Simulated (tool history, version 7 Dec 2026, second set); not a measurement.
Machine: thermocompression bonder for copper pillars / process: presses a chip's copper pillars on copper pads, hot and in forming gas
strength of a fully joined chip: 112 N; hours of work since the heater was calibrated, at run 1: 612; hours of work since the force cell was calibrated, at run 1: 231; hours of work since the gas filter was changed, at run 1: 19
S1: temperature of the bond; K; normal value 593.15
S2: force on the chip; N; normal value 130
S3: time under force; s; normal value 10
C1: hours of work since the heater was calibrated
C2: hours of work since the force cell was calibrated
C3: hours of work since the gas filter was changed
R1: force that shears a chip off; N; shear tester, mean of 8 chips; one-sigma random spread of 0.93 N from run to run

Run 1, day 0.000: usual settings; C1 612; C2 231; C3 19. Result: R1 77.3 N.
Run 2, day 1.025: usual settings; C1 630; C2 249; C3 37. Result: R1 76.7 N.
Run 3, day 1.796: usual settings; C1 644; C2 263; C3 51. Result: R1 75.7 N.
Run 4, day 2.579: usual settings; C1 658; C2 278; C3 65. Result: R1 77.9 N.
Run 5, day 3.362: usual settings; C1 672; C2 292; C3 80. Result: R1 76.8 N.
Run 6, day 4.121: usual settings but S3 17 s; C1 686; C2 305; C3 93. Result: R1 85.1 N.
Run 7, day 5.025: usual settings but S3 17 s; C1 702; C2 322; C3 110. Result: R1 83.9 N.
Run 8, day 5.946: usual settings but S3 17 s; C1 719; C2 338; C3 126. Result: R1 83.5 N.
Run 9, day 6.983: usual settings but S3 17 s; C1 738; C2 357; C3 145. Result: R1 82.9 N.
Run 10, day 7.904: usual settings but S3 26 s; C1 755; C2 374; C3 162. Result: R1 91.6 N.
Run 11, day 8.362: usual settings; C1 763; C2 382; C3 170. Result: R1 74.2 N.
Run 12, day 9.054: usual settings; C1 775; C2 395; C3 182. Result: R1 72.6 N.
Run 13, day 9.842: usual settings; C1 790; C2 409; C3 197. Result: R1 73.7 N.
Run 14, day 10.329: usual settings; C1 798; C2 418; C3 205. Result: R1 73.6 N.
Run 15, day 11.192: usual settings but S3 6 s; C1 814; C2 433; C3 221. Result: R1 64.1 N.
Run 16, day 11.646: usual settings but S3 21 s; C1 822; C2 441; C3 229. Result: R1 86.5 N.
Run 17, day 12.588: usual settings but S3 21 s; C1 839; C2 458; C3 246. Result: R1 85.5 N.
Run 18, day 13.346: usual settings; C1 853; C2 472; C3 260. Result: R1 72.3 N.
Run 19, day 13.875: usual settings; C1 862; C2 482; C3 270. Result: R1 72.2 N.
Run 20, day 14.767: usual settings but S1 599.15 K, S2 161 N, S3 5 s; C1 879; C2 498; C3 286. Result: R1 72.4 N.
Run 21, day 15.708: usual settings but S1 603.15 K, S2 127 N, S3 8 s; C1 896; C2 515; C3 303. Result: R1 71.9 N.
At day 15.858: heater calibrated with a thermocouple chip.
Run 22, day 16.492: usual settings but S1 599.15 K, S2 134 N, S3 20 s; C1 11; C2 528; C3 315. Result: R1 88.7 N.
Run 23, day 17.004: usual settings but S1 599.15 K, S2 123 N, S3 9 s; C1 21; C2 537; C3 325. Result: R1 70.6 N.
At day 17.183: forming gas filter changed.
At day 17.508: heater calibrated with a thermocouple chip, once more.
Run 24, day 17.667: usual settings but S1 599.15 K, S2 123 N, S3 9 s; C1 3; C2 547; C3 7. Result: R1 71.9 N.
Run 25, day 18.188: usual settings but S1 619.15 K, S2 192 N, S3 6 s; C1 12; C2 556; C3 17. Result: R1 92.9 N.
Run 26, day 18.762: usual settings but S1 619.15 K, S2 91 N, S3 6 s; C1 23; C2 567; C3 27. Result: R1 56.7 N.
Run 27, day 19.350: usual settings but S1 622.15 K, S2 149 N, S3 8 s; C1 33; C2 577; C3 38. Result: R1 86.9 N.
Run 28, day 20.104: usual settings but S1 622.15 K, S2 149 N, S3 8 s; C1 47; C2 591; C3 51. Result: R1 89.4 N.
Run 29, day 20.900: usual settings but S1 622.15 K, S2 149 N, S3 18 s; C1 61; C2 605; C3 66. Result: R1 99.0 N.
Run 30, day 21.479: usual settings but S1 585.15 K, S3 11 s; C1 72; C2 616; C3 76. Result: R1 70.1 N.
Run 31, day 22.138: usual settings but S1 585.15 K, S2 97 N, S3 11 s; C1 84; C2 628; C3 88. Result: R1 54.2 N.
Run 32, day 22.842: usual settings but S1 564.15 K, S2 117 N, S3 15 s; C1 96; C2 641; C3 101. Result: R1 59.2 N.
Run 33, day 23.521: usual settings but S1 589.15 K, S2 117 N; C1 109; C2 653; C3 113. Result: R1 64.2 N.
Run 34, day 24.075: usual settings but S1 589.15 K, S2 117 N; C1 119; C2 663; C3 123. Result: R1 64.3 N.
Run 35, day 25.004: usual settings but S1 589.15 K, S2 117 N; C1 136; C2 680; C3 140. Result: R1 64.4 N.
Run 36, day 25.700: usual settings but S1 582.15 K, S2 92 N, S3 7 s; C1 148; C2 692; C3 152. Result: R1 43.9 N.
Run 37, day 26.275: usual settings but S1 582.15 K, S2 92 N, S3 7 s; C1 158; C2 703; C3 163. Result: R1 42.1 N.

Here are 3 independent what-if runs from the current tool condition. What would each one return?
Run A, day 26.721: usual settings but S1 616.15 K, S2 92 N, S3 7 s; C1 167; C2 711; C3 171. Result: R1 ?.
Run B, day 26.721: usual settings but S1 598.15 K, S2 161 N, S3 8 s; C1 167; C2 711; C3 171. Result: R1 ?.
Run C, day 26.721: usual settings but S1 564.15 K; C1 167; C2 711; C3 171. Result: R1 ?.

run    R1
  A  55.4
  B  79.5
  C  56.2
Had the tool no hidden state, the same runs would have come out as:
run    R1
  A  62.5
  B  87.7
  C  63.3
